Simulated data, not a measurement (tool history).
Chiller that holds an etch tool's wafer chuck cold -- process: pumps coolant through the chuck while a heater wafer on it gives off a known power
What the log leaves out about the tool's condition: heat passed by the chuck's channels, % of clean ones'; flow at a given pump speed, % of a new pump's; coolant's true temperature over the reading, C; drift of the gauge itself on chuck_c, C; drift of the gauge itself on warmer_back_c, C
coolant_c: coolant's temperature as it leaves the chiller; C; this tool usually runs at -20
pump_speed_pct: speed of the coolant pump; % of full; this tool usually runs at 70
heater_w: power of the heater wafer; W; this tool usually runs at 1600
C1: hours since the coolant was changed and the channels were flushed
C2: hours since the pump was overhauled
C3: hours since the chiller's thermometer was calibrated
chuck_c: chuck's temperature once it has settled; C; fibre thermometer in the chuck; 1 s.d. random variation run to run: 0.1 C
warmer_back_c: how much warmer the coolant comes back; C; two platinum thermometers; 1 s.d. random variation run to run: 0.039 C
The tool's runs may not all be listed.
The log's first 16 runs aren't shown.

{"run": 17, "hour": 1142.0, "coolant_c": -29, "pump_speed_pct": 85, "heater_w": 2095, "C1": 5107, "C2": 4782, "C3": 1449, "chuck_c": -13.2, "warmer_back_c": 8.85}
{"run": 18, "hour": 1245.6, "coolant_c": -13, "pump_speed_pct": 70, "heater_w": 2394, "C1": 5211, "C2": 4885, "C3": 1553, "chuck_c": 7.7, "warmer_back_c": 12.47}
{"run": 19, "hour": 1345.0, "coolant_c": -15, "pump_speed_pct": 77, "heater_w": 2110, "C1": 5310, "C2": 4984, "C3": 1652, "chuck_c": 2, "warmer_back_c": 9.89}
{"run": 20, "hour": 1418.3, "coolant_c": -21, "pump_speed_pct": 70, "heater_w": 1638, "C1": 5383, "C2": 5058, "C3": 1725, "chuck_c": -6.9, "warmer_back_c": 8.65}
{"run": 21, "hour": 1497.4, "coolant_c": -13, "pump_speed_pct": 60, "heater_w": 864, "C1": 5462, "C2": 5137, "C3": 1805, "chuck_c": -4.5, "warmer_back_c": 5.38}
{"run": 22, "hour": 1543.1, "coolant_c": -18, "pump_speed_pct": 87, "heater_w": 1356, "C1": 5508, "C2": 5183, "C3": 1850, "chuck_c": -8, "warmer_back_c": 5.54}
{"run": 23, "hour": 1646.6, "coolant_c": -18, "pump_speed_pct": 87, "heater_w": 1356, "C1": 5611, "C2": 5286, "C3": 1954, "chuck_c": -7.8, "warmer_back_c": 5.55}
{"run": 24, "hour": 1701.7, "coolant_c": -18, "pump_speed_pct": 87, "heater_w": 1356, "C1": 5667, "C2": 5341, "C3": 2009, "chuck_c": -7.9, "warmer_back_c": 5.51}
{"hour": 1714.2, "done": "coolant changed, channels flushed"}
{"run": 25, "hour": 1806.6, "coolant_c": -13, "pump_speed_pct": 97, "heater_w": 1174, "C1": 92, "C2": 5440, "C3": 2108, "chuck_c": -4.9, "warmer_back_c": 4.27}
{"run": 26, "hour": 1904.0, "coolant_c": -16, "pump_speed_pct": 76, "heater_w": 1600, "C1": 190, "C2": 5537, "C3": 2205, "chuck_c": -2.9, "warmer_back_c": 7.53}
{"run": 27, "hour": 1973.5, "coolant_c": -16, "pump_speed_pct": 76, "heater_w": 1600, "C1": 259, "C2": 5607, "C3": 2275, "chuck_c": -2.9, "warmer_back_c": 7.62}
{"run": 28, "hour": 2073.7, "coolant_c": -16, "pump_speed_pct": 76, "heater_w": 1600, "C1": 360, "C2": 5707, "C3": 2375, "chuck_c": -2.9, "warmer_back_c": 7.66}
{"run": 29, "hour": 2132.1, "coolant_c": -16, "pump_speed_pct": 76, "heater_w": 1600, "C1": 418, "C2": 5766, "C3": 2433, "chuck_c": -2.9, "warmer_back_c": 7.63}
{"run": 30, "hour": 2202.5, "coolant_c": -16, "pump_speed_pct": 76, "heater_w": 1600, "C1": 488, "C2": 5836, "C3": 2504, "chuck_c": -2.9, "warmer_back_c": 7.63}
{"run": 31, "hour": 2290.7, "coolant_c": -29, "pump_speed_pct": 62, "heater_w": 1600, "C1": 577, "C2": 5924, "C3": 2592, "chuck_c": -14.2, "warmer_back_c": 9.53}
{"run": 32, "hour": 2374.8, "coolant_c": -29, "pump_speed_pct": 62, "heater_w": 1613, "C1": 661, "C2": 6008, "C3": 2676, "chuck_c": -13.8, "warmer_back_c": 9.54}

3 ways to go on from here, each from the tool as it stands after run 32. What would each give?
{"run": "A", "hour": 2487.6, "coolant_c": -20, "pump_speed_pct": 65, "heater_w": 1472, "C1": 773, "C2": 6121, "C3": 2789, "chuck_c": "?", "warmer_back_c": "?"}
{"run": "B", "hour": 2487.6, "coolant_c": -26, "pump_speed_pct": 70, "heater_w": 1529, "C1": 773, "C2": 6121, "C3": 2789, "chuck_c": "?", "warmer_back_c": "?"}
{"run": "C", "hour": 2487.6, "coolant_c": -26, "pump_speed_pct": 82, "heater_w": 982, "C1": 773, "C2": 6121, "C3": 2789, "chuck_c": "?", "warmer_back_c": "?"}

run=A chuck_c=-6.6 warmer_back_c=8.35
run=B chuck_c=-12.8 warmer_back_c=7.99
run=C chuck_c=-18.3 warmer_back_c=4.31
With the hidden condition removed and each run's random variation left untouched, the same runs would have given:
run=A chuck_c=-6.6 warmer_back_c=8.34
run=B chuck_c=-12.8 warmer_back_c=7.98
run=C chuck_c=-18.3 warmer_back_c=4.3

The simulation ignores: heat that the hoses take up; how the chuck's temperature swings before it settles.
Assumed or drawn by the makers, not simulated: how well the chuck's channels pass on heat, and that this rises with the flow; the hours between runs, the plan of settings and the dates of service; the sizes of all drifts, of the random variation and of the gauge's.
